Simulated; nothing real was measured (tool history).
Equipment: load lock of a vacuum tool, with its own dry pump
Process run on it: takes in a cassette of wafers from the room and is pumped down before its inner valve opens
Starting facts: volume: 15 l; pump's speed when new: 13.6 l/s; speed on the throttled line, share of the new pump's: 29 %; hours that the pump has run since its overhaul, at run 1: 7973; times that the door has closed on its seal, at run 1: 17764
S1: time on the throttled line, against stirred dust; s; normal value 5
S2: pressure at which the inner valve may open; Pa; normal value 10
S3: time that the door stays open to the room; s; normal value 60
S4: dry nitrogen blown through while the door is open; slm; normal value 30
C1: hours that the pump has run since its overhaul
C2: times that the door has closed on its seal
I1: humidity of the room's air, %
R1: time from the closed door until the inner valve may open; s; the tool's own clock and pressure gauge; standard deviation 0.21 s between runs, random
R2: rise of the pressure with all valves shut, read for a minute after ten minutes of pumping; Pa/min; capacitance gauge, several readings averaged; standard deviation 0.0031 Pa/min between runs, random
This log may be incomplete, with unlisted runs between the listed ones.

run 1 hour=0 | S1=5 S2=10 S3=60 S4=30 | C1=7973 C2=17764 | I1=43.6 | R1=14.5 R2=0.174
run 2 hour=119.2 | S1=6 S2=10 S3=60 S4=30 | C1=8092 C2=18335 | I1=42.9 | R1=15.5 R2=0.176
run 3 hour=211.5 | S1=6 S2=10 S3=60 S4=30 | C1=8184 C2=18777 | I1=44.8 | R1=14.8 R2=0.192
run 4 hour=423.9 | S1=6 S2=10 S3=60 S4=30 | C1=8397 C2=19794 | I1=46.1 | R1=15.1 R2=0.19
run 5 hour=545.7 | S1=5 S2=15 S3=60 S4=30 | C1=8518 C2=20377 | I1=44 | R1=14 R2=0.203
run 6 hour=725 | S1=5 S2=15 S3=60 S4=30 | C1=8698 C2=21235 | I1=44.5 | R1=14.3 R2=0.213
-- hour=821.9 door's seal changed, seat wiped
run 7 hour=926.1 | S1=5 S2=15 S3=60 S4=44 | C1=8897 C2=499 | I1=46.9 | R1=13.9 R2=0.057
run 8 hour=1118.4 | S1=5 S2=10 S3=60 S4=30 | C1=9090 C2=1419 | I1=46.2 | R1=14.7 R2=0.074
run 9 hour=1229.4 | S1=5 S2=10 S3=60 S4=30 | C1=9201 C2=1951 | I1=49.6 | R1=14.6 R2=0.075
run 10 hour=1387 | S1=5 S2=10 S3=60 S4=30 | C1=9358 C2=2705 | I1=48.5 | R1=14.5 R2=0.075
run 11 hour=1513.9 | S1=5 S2=10 S3=60 S4=30 | C1=9485 C2=3313 | I1=45.4 | R1=14.8 R2=0.075
run 12 hour=1628.7 | S1=5 S2=10 S3=60 S4=10 | C1=9600 C2=3863 | I1=43.8 | R1=14.4 R2=0.102
run 13 hour=1761.4 | S1=5 S2=10 S3=60 S4=10 | C1=9733 C2=4498 | I1=42.4 | R1=14.7 R2=0.105
run 14 hour=1923.9 | S1=5 S2=10 S3=60 S4=10 | C1=9895 C2=5276 | I1=46.7 | R1=14.9 R2=0.111
run 15 hour=2049.8 | S1=5 S2=10 S3=60 S4=10 | C1=10021 C2=5879 | I1=45.6 | R1=14.6 R2=0.117
run 16 hour=2249.4 | S1=3 S2=12 S3=51 S4=9 | C1=10221 C2=6834 | I1=41.2 | R1=12.7 R2=0.111
run 17 hour=2459.1 | S1=5 S2=10 S3=39 S4=30 | C1=10430 C2=7838 | I1=44.3 | R1=14.8 R2=0.085
run 18 hour=2547.4 | S1=5 S2=10 S3=39 S4=30 | C1=10519 C2=8261 | I1=43.9 | R1=14.7 R2=0.088
run 19 hour=2685.6 | S1=5 S2=10 S3=39 S4=30 | C1=10657 C2=8923 | I1=46.2 | R1=14.6 R2=0.099
run 20 hour=2788.6 | S1=4 S2=10 S3=27 S4=5 | C1=10760 C2=9416 | I1=44.9 | R1=14.4 R2=0.108
run 21 hour=2997 | S1=5 S2=14 S3=60 S4=30 | C1=10968 C2=10413 | I1=45.2 | R1=14 R2=0.106
run 22 hour=3163.8 | S1=5 S2=14 S3=60 S4=30 | C1=11135 C2=11212 | I1=44.6 | R1=14.4 R2=0.117
run 23 hour=3324.9 | S1=5 S2=16 S3=185 S4=30 | C1=11296 C2=11983 | I1=44.7 | R1=14.3 R2=0.166
run 24 hour=3412 | S1=5 S2=16 S3=185 S4=30 | C1=11383 C2=12401 | I1=46.9 | R1=14.2 R2=0.179
run 25 hour=3561.3 | S1=2 S2=16 S3=185 S4=30 | C1=11532 C2=13115 | I1=44 | R1=11.8 R2=0.181
run 26 hour=3701.6 | S1=3 S2=10 S3=46 S4=44 | C1=11673 C2=13787 | I1=49 | R1=13.3 R2=0.131
run 27 hour=3822.5 | S1=2 S2=14 S3=83 S4=8 | C1=11794 C2=14366 | I1=45.2 | R1=11.8 R2=0.19
run 28 hour=3945.8 | S1=2 S2=14 S3=83 S4=8 | C1=11917 C2=14956 | I1=42 | R1=12.1 R2=0.184

Branching from run 28: 3 alternative next runs. What would each branch give?
run A hour=4087.8 | S1=5 S2=7 S3=50 S4=30 | C1=12059 C2=15636 | I1=45.2 | R1=? R2=?
run B hour=4087.8 | S1=5 S2=10 S3=203 S4=10 | C1=12059 C2=15636 | I1=43.8 | R1=? R2=?
run C hour=4087.8 | S1=3 S2=10 S3=60 S4=30 | C1=12059 C2=15636 | I1=47.1 | R1=? R2=?

run=A R1=15.3 R2=0.153
run=B R1=14.7 R2=0.251
run=C R1=13.1 R2=0.16
With no hidden state in the tool, these same runs would have given:
run=A R1=14.3 R2=0.065
run=B R1=13.8 R2=0.163
run=C R1=12.1 R2=0.072
